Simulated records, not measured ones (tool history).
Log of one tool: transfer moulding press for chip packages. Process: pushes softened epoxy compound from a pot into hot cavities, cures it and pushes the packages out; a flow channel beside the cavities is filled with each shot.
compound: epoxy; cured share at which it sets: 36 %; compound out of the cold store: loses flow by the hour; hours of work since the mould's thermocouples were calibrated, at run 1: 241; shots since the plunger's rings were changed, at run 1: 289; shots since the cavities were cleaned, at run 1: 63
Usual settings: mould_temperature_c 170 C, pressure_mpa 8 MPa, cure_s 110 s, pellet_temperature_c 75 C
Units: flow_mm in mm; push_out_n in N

run	day	mould_temperature_c	pressure_mpa	cure_s	pellet_temperature_c	hours of work since the mould's thermocouples were calibrated	shots since the plunger's rings were changed	shots since the cavities were cleaned	incoming compound's hours out of the cold store	flow_mm	push_out_n
1	0	170	8	110	75	241	289	63	19.8	926	379
2	1.021	170	8	110	75	256	531	305	11.3	946	361
3	1.692	170	8	110	75	266	689	463	19.4	921	372
4	2.692	170	8	110	75	281	925	699	16.7	964	373
5	3.367	170	8	110	75	291	1085	859	43.8	862	358
# day 3.671: cavities cleaned with cleaning compound and waxed
6	4.167	170	8	110	75	302	1258	116	37.8	885	357
7	5.088	170	8	110	75	315	1476	334	44.7	877	358
8	6.067	170	8	110	75	330	1708	566	21.3	937	354
9	6.875	170	8	110	75	341	1899	757	19.4	931	371
10	7.421	170	8	110	75	349	2028	886	13.8	974	358
# day 7.567: cavities cleaned with cleaning compound and waxed
11	8	170	8	110	75	357	2150	102	8.3	983	366
12	8.642	170	8	110	75	366	2301	253	26.4	922	365
13	9.617	170	8	92	75	381	2532	484	20	932	484
14	10.238	167	8	110	75	390	2679	631	20.1	941	444
15	11.008	170	9.2	110	75	401	2861	813	43.9	923	351
# day 11.479: cavities cleaned with cleaning compound and waxed
16	11.808	163	9.2	107	75	412	3035	78	34.5	986	570
17	12.421	170	8.65	94	81	421	3180	223	22.6	960	461
18	13.271	171	6.62	140	66	433	3380	423	9.2	896	308
# day 13.617: plunger's sealing rings changed
19	13.933	171	6.62	113	66	442	74	555	8.7	887	353
20	14.938	171	6.62	113	66	456	312	793	47	776	348
# day 15.488: cavities cleaned with cleaning compound and waxed
21	15.712	173	8	118	66	467	480	53	41.8	876	309
22	16.258	173	8	118	66	475	609	182	34.3	888	318
23	17.033	175	8	116	66	486	792	365	13.8	936	295
24	18.05	170	8.07	99	75	501	1032	605	38.3	889	406
25	19.012	167	8	92	70	515	1260	833	36.7	901	581
# day 19.429: cavities cleaned with cleaning compound and waxed
26	19.842	167	8	92	65	526	1442	98	41.2	881	587
27	20.696	169	9.58	107	65	539	1643	299	24.4	1030	401
28	21.538	166	9.58	98	68	551	1842	498	9	1085	601
29	22.488	172	8	135	71	565	2067	723	24.4	922	303

Forecast each of these 3 alternatives for the next run:
# day 23.342: cavities cleaned with cleaning compound and waxed
A	23.579	170	7.35	92	65	580	2309	55	9.1	?	?
# day 23.342: cavities cleaned with cleaning compound and waxed
B	23.579	176	7.72	135	76	580	2309	55	39	?	?
# day 23.342: cavities cleaned with cleaning compound and waxed
C	23.579	172	9.53	124	80	580	2309	55	12	?	?

run	flow_mm	push_out_n
A	925	522
B	847	287
C	1045	303
Without the tool's hidden state the same runs would have given:
run	flow_mm	push_out_n
A	926	522
B	848	287
C	1046	302
